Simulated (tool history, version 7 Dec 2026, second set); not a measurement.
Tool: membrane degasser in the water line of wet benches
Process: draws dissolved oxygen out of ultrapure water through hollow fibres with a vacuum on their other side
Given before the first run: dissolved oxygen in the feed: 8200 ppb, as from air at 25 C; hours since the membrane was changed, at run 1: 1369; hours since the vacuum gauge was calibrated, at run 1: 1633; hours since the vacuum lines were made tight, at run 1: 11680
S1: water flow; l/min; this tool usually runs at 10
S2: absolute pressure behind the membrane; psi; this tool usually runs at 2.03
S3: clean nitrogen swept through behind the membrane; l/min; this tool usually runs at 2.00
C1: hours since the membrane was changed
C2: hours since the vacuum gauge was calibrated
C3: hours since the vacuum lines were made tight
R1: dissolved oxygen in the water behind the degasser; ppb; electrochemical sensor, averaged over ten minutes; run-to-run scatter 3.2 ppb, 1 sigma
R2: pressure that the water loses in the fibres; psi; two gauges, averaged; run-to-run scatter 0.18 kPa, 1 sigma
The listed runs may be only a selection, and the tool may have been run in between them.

run	hour	S1	S2	S3	C1	C2	C3	R1	R2
1	0.0	10	2.03	2.00	1369	1633	11680	334.3	5.081
2	42.4	10	2.03	2.00	1411	1676	11722	336.1	5.078
3	85.2	10	3.09	2.00	1454	1719	11765	418.1	5.069
4	121.9	10	3.09	2.00	1491	1755	11802	416.5	5.031
5	158.2	10	2.03	0.88	1527	1792	11838	480.8	5.095
6	195.2	10	2.03	0.88	1564	1829	11875	475.8	5.047
7	240.5	10	2.03	2.00	1609	1874	11920	328.8	5.114
8	282.4	10	2.03	2.00	1651	1916	11962	329.9	5.066
9	331.5	12	2.03	2.00	1700	1965	12011	440.8	6.113
10	355.7	12	2.03	2.00	1725	1989	12036	434.4	6.106
11	398.3	12	2.03	2.00	1767	2032	12078	444.1	6.108
12	421.3	12	2.03	2.00	1790	2055	12101	445.0	6.077
13	467.4	12	2.03	2.00	1836	2101	12147	436.2	6.093
14	494.4	10	2.03	1.75	1863	2128	12174	352.2	5.085
15	539.0	12	1.39	1.55	1908	2172	12219	406.4	6.129
16	580.5	7	2.03	0.97	1950	2214	12261	288.2	3.558
17	619.7	7	2.03	0.97	1989	2253	12300	284.1	3.548
18	646.8	15	2.03	1.54	2016	2280	12327	653.7	7.623
19	685.1	15	2.03	1.54	2054	2318	12365	645.4	7.635
20	729.9	15	2.03	1.54	2099	2363	12410	651.6	7.638
21	763.0	15	1.57	0.81	2132	2396	12443	715.4	7.574
22	792.2	11	2.00	2.00	2161	2426	12472	389.2	5.603
23	831.6	11	1.67	2.61	2201	2465	12512	331.2	5.616
24	856.0	11	1.67	2.61	2225	2489	12536	335.5	5.651
# hour 873.9: seals of the vacuum lines changed
25	887.6	10	1.31	0.88	2255	2519	14	349.0	5.081
26	927.4	6	5.00	1.93	2294	2559	53	295.5	3.079
27	948.9	10	1.46	3.20	2316	2580	75	256.1	5.040

Here are 3 independent what-if runs from the current tool condition. What would each one return?
A	985.1	11	2.19	2.23	2352	2617	111	?	?
B	985.1	12	3.18	1.43	2352	2617	111	?	?
C	985.1	10	2.06	5.57	2352	2617	111	?	?

run	R1	R2
A	388.4	5.603
B	626.7	6.152
C	247.8	5.146
What these runs would have given with no unlogged condition in the tool:
run	R1	R2
A	380.7	5.562
B	618.1	6.108
C	241.9	5.108
